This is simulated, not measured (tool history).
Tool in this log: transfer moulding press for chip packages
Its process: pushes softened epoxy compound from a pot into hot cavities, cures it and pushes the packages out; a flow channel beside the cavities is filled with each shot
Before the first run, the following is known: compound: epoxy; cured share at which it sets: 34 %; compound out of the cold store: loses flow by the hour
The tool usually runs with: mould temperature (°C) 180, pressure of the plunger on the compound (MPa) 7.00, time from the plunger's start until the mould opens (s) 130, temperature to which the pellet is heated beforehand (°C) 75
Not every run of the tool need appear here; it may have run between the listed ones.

| run | day | mould temperature (°C) | pressure of the plunger on the compound (MPa) | time from the plunger's start until the mould opens (s) | temperature to which the pellet is heated beforehand (°C) | incoming compound's hours out of the cold store | length that the compound runs in the flow channel (mm) | greatest force on the pins that push the packages out (N) |
|---|---|---|---|---|---|---|---|---|
| 1 | 0.000 | 180 | 7.00 | 130 | 75 | 27.0 | 580 | 563 |
|  | 0.688 | cavities cleaned with cleaning compound and waxed |
| 2 | 0.962 | 180 | 7.00 | 130 | 75 | 15.1 | 618 | 608 |
| 3 | 2.029 | 180 | 7.00 | 135 | 75 | 17.5 | 610 | 553 |
|  | 3.083 | cavities cleaned with cleaning compound and waxed |
| 4 | 3.267 | 180 | 7.00 | 135 | 75 | 40.8 | 537 | 547 |
| 5 | 4.304 | 180 | 7.00 | 135 | 75 | 11.3 | 633 | 572 |
|  | 5.475 | cavities cleaned with cleaning compound and waxed |
| 6 | 5.933 | 180 | 7.00 | 135 | 75 | 47.8 | 515 | 500 |
| 7 | 7.529 | 180 | 5.55 | 130 | 75 | 26.7 | 515 | 588 |
|  | 7.788 | cavities cleaned with cleaning compound and waxed |
| 8 | 9.033 | 184 | 7.00 | 130 | 75 | 45.7 | 515 | 474 |
| 9 | 9.704 | 184 | 7.00 | 130 | 75 | 37.7 | 530 | 458 |
|  | 10.142 | cavities cleaned with cleaning compound and waxed |
| 10 | 10.492 | 175 | 7.00 | 130 | 75 | 47.9 | 526 | 774 |
| 11 | 11.775 | 175 | 7.00 | 130 | 75 | 39.1 | 552 | 789 |
|  | 11.992 | mould's thermocouples calibrated |
|  | 12.629 | cavities cleaned with cleaning compound and waxed |
| 12 | 12.775 | 175 | 7.00 | 130 | 75 | 31.8 | 573 | 796 |
| 13 | 14.000 | 180 | 8.40 | 138 | 75 | 23.3 | 642 | 535 |
| 14 | 14.796 | 187 | 7.35 | 123 | 75 | 38.1 | 546 | 447 |
|  | 14.942 | cavities cleaned with cleaning compound and waxed |
| 15 | 15.804 | 180 | 7.33 | 130 | 76 | 47.6 | 525 | 559 |
| 16 | 17.071 | 179 | 6.30 | 123 | 75 | 32.3 | 543 | 676 |
|  | 17.371 | cavities cleaned with cleaning compound and waxed |
| 17 | 18.275 | 179 | 6.30 | 123 | 75 | 13.9 | 596 | 723 |
| 18 | 18.967 | 180 | 5.54 | 123 | 75 | 31.7 | 503 | 619 |
|  | 19.758 | cavities cleaned with cleaning compound and waxed |
| 19 | 19.875 | 180 | 5.54 | 123 | 75 | 16.5 | 539 | 655 |
| 20 | 20.667 | 173 | 5.54 | 123 | 74 | 43.5 | 482 | 1001 |

Consider 5 possible next runs. They are alternatives, not a sequence: every one starts from the tool as it was left by run 20. What does each give?
|  | 22.100 | cavities cleaned with cleaning compound and waxed |
| A | 22.171 | 180 | 7.00 | 130 | 75 | 44.5 | ? | ? |
|  | 22.100 | cavities cleaned with cleaning compound and waxed |
| B | 22.171 | 182 | 5.85 | 146 | 74 | 38.6 | ? | ? |
|  | 22.100 | cavities cleaned with cleaning compound and waxed |
| C | 22.171 | 173 | 6.31 | 123 | 68 | 9.4 | ? | ? |
|  | 22.100 | cavities cleaned with cleaning compound and waxed |
| D | 22.171 | 173 | 5.71 | 163 | 68 | 19.4 | ? | ? |
|  | 22.100 | cavities cleaned with cleaning compound and waxed |
| E | 22.171 | 183 | 7.85 | 123 | 69 | 11.5 | ? | ? |

| run | length that the compound runs in the flow channel (mm) | greatest force on the pins that push the packages out (N) |
|---|---|---|
| A | 519 | 516 |
| B | 492 | 461 |
| C | 628 | 1227 |
| D | 562 | 640 |
| E | 660 | 559 |
What these runs would have given with no unlogged condition in the tool:
| run | length that the compound runs in the flow channel (mm) | greatest force on the pins that push the packages out (N) |
|---|---|---|
| A | 519 | 516 |
| B | 493 | 461 |
| C | 628 | 1226 |
| D | 562 | 639 |
| E | 661 | 559 |
